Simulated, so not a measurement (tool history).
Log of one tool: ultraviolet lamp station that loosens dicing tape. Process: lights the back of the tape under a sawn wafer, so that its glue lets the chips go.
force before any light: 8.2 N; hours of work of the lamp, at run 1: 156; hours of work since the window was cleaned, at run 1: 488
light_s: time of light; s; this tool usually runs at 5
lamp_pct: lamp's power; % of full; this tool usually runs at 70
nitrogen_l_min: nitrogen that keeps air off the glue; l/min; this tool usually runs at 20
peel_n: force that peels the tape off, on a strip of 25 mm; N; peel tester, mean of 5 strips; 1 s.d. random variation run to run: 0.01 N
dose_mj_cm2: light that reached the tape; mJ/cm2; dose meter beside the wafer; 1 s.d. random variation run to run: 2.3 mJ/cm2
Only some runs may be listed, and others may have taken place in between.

run,hour,light_s,lamp_pct,nitrogen_l_min,hours of work of the lamp,hours of work since the window was cleaned,peel_n,dose_mj_cm2
1,0.0,5,70,20,156,488,0.672,162
2,12.7,5,70,20,162,493,0.679,166
3,19.7,5,70,20,165,497,0.697,162
4,33.0,5,70,20,171,503,0.676,166
5,44.0,5,70,21,176,508,0.661,162
# hour 51.1: window cleaned of glue's vapour
6,55.0,5,70,21,181,2,0.451,199
7,68.0,5,70,20,187,8,0.462,197
8,81.3,5,86,20,193,14,0.327,240
9,90.7,5,86,21,197,18,0.343,242
10,97.9,5,70,20,200,21,0.495,197
11,105.5,5,70,20,204,25,0.486,194
12,111.6,5,70,20,206,28,0.496,193
13,125.2,5,70,20,213,34,0.476,193
14,132.2,5,70,20,216,37,0.487,193
15,144.5,5,70,20,222,43,0.492,192
16,157.5,5,70,20,227,49,0.511,194
17,168.9,5,70,20,233,54,0.501,189
18,176.4,5,70,31,236,57,0.400,191
19,185.7,5,70,18,240,61,0.532,191
20,197.3,2,70,18,246,67,2.350,79
21,209.9,2,70,18,251,72,2.407,75
22,223.2,2,70,18,257,79,2.535,79
23,234.5,5,65,16,263,84,0.718,176
24,245.0,5,65,16,267,88,0.671,179
25,254.5,10,72,33,272,93,0.224,384
26,266.8,4,82,33,277,98,0.457,176
27,276.5,8,85,10,282,103,0.269,364
28,289.4,2,72,19,288,109,2.356,81
29,297.4,2,72,19,291,112,2.428,80
30,306.7,6,97,12,296,117,0.305,311
31,317.4,3,89,20,300,122,0.899,143
32,331.2,3,89,20,307,128,0.892,142
33,341.2,3,89,20,311,132,0.930,138
34,349.7,3,89,20,315,136,0.931,142
35,358.4,3,89,20,319,140,0.939,143
36,365.1,2,71,10,322,143,3.246,80
37,374.7,7,70,18,327,148,0.343,256
38,382.1,3,64,18,330,151,1.715,103
39,393.3,8,87,18,335,156,0.245,367
40,401.4,5,81,7,339,160,0.903,208
41,414.0,5,81,7,344,166,0.890,205

Below are 3 alternative next runs, each starting from the tool's condition after run 41. Predict each:
A,423.3,2,86,17,349,170,?,?
B,423.3,3,80,37,349,170,?,?
C,423.3,9,81,7,349,170,?,?

run,peel_n,dose_mj_cm2
A,2.109,90
B,0.833,125
C,0.315,374
Without the tool's hidden state the same runs would have given:
run,peel_n,dose_mj_cm2
A,1.721,104
B,0.628,144
C,0.267,433
